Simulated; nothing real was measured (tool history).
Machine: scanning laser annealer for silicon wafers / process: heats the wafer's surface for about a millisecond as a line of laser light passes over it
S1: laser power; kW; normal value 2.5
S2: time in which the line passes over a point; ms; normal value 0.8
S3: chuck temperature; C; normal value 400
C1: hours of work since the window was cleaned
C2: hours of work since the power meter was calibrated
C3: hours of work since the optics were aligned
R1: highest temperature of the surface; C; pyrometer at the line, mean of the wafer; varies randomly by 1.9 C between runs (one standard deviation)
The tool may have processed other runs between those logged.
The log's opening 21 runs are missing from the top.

run   hour     S1     S2   S3   C1   C2   C3    R1
     469.1  -- window over the wafer cleaned, once more
     474.1  -- optics aligned, line set to its width
 22  486.6  2.403  0.764  401    9  690    9  1090
 23  510.6  2.513  0.592  421   25  707   25  1047
 24    536  2.473  0.678  423   43  725   43  1086
 25  560.9  2.289  0.582  396   61  742   61   945
 26  585.9  2.289  0.582  396   78  759   78   948
 27  610.6  2.289  0.582  396   95  777   95   947
 28  639.8  2.289  0.865  396  116  797  116  1085
 29  669.6  2.531  0.887  430  136  818  136  1210
 30  700.4  2.531  0.887  382  158  839  158  1163
 31  716.7    2.5  0.813  372  169  851  169  1103
 32  734.6  2.537  0.813  400  182  863  182  1143
 33  767.4  2.198  0.981  392  204  886  204  1083
 34  781.3  2.341  0.586  431  214  896  214   989
 35  796.5  2.388  0.596  419  225  906  225   992
 36  823.3  2.388  0.596  373  243  925  243   946

Run 37, settings as shown, results not yet in. Your forecast:
 37   851  2.169  0.757  386  263  944  263   ?

{"run 37": {"R1": 967}}
Had the tool carried no hidden state, the very same run would have given R1 994 C.

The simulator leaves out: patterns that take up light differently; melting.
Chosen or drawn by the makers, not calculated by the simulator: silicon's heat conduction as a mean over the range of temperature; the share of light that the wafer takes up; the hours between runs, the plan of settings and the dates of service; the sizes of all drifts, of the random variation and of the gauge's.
